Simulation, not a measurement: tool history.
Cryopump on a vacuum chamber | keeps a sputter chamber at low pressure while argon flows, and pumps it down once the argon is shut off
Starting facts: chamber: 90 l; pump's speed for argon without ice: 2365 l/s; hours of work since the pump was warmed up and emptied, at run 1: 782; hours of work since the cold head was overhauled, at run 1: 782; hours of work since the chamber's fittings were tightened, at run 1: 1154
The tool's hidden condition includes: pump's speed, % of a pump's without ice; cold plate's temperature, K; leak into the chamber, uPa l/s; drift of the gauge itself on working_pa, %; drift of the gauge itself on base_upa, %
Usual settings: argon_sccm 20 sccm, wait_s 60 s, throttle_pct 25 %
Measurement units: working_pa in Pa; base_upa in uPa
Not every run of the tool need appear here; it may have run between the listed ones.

run,day,argon_sccm,wait_s,throttle_pct,hours of work since the pump was warmed up and emptied,hours of work since the cold head was overhauled,hours of work since the chamber's fittings were tightened,working_pa,base_upa
1,0.000,20,60,25,782,782,1154,0.0624,0.61
2,2.008,20,49,25,813,813,1185,0.0630,0.68
3,3.150,20,60,36,831,831,1203,0.0455,0.61
4,4.758,20,154,36,856,856,1228,0.0463,0.42
5,6.654,20,154,36,885,885,1257,0.0459,0.45
6,8.646,13,60,25,916,916,1288,0.0417,0.64
7,9.804,20,189,25,934,934,1306,0.0639,0.41
8,11.442,20,36,25,960,960,1331,0.0646,0.84
9,13.208,20,202,25,987,987,1359,0.0646,0.48
10,14.858,20,202,25,1012,1012,1384,0.0655,0.43
# day 16.062: pump warmed up, emptied and cooled again
11,16.342,20,60,22,4,1032,1404,0.0652,0.53
12,18.533,20,60,22,38,1066,1438,0.0658,0.52
13,19.646,20,60,51,56,1083,1455,0.0280,0.56
14,21.421,20,60,39,83,1111,1483,0.0367,0.56
15,23.608,15,286,31,117,1145,1517,0.0357,0.36
16,24.858,20,132,35,136,1164,1536,0.0415,0.42
17,26.612,20,132,35,163,1191,1563,0.0419,0.40
18,28.096,29,60,20,186,1214,1586,0.1052,0.58
19,29.725,20,60,17,212,1239,1611,0.0851,0.60
20,30.671,20,106,45,226,1254,1626,0.0334,0.44
21,32.000,17,32,15,247,1275,1646,0.0835,0.85

Consider 4 possible next runs. They are alternatives, not a sequence: every one starts from the tool as it was left by run 21. What does each give?
A,33.633,8,32,15,272,1300,1672,?,?
B,33.633,16,60,25,272,1300,1672,?,?
C,33.633,11,43,50,272,1300,1672,?,?
D,33.633,14,54,49,272,1300,1672,?,?

run,working_pa,base_upa
A,0.0386,0.83
B,0.0472,0.59
C,0.0176,0.74
D,0.0220,0.59
What these runs would have given with no unlogged condition in the tool:
run,working_pa,base_upa
A,0.0380,0.68
B,0.0458,0.44
C,0.0166,0.58
D,0.0208,0.44

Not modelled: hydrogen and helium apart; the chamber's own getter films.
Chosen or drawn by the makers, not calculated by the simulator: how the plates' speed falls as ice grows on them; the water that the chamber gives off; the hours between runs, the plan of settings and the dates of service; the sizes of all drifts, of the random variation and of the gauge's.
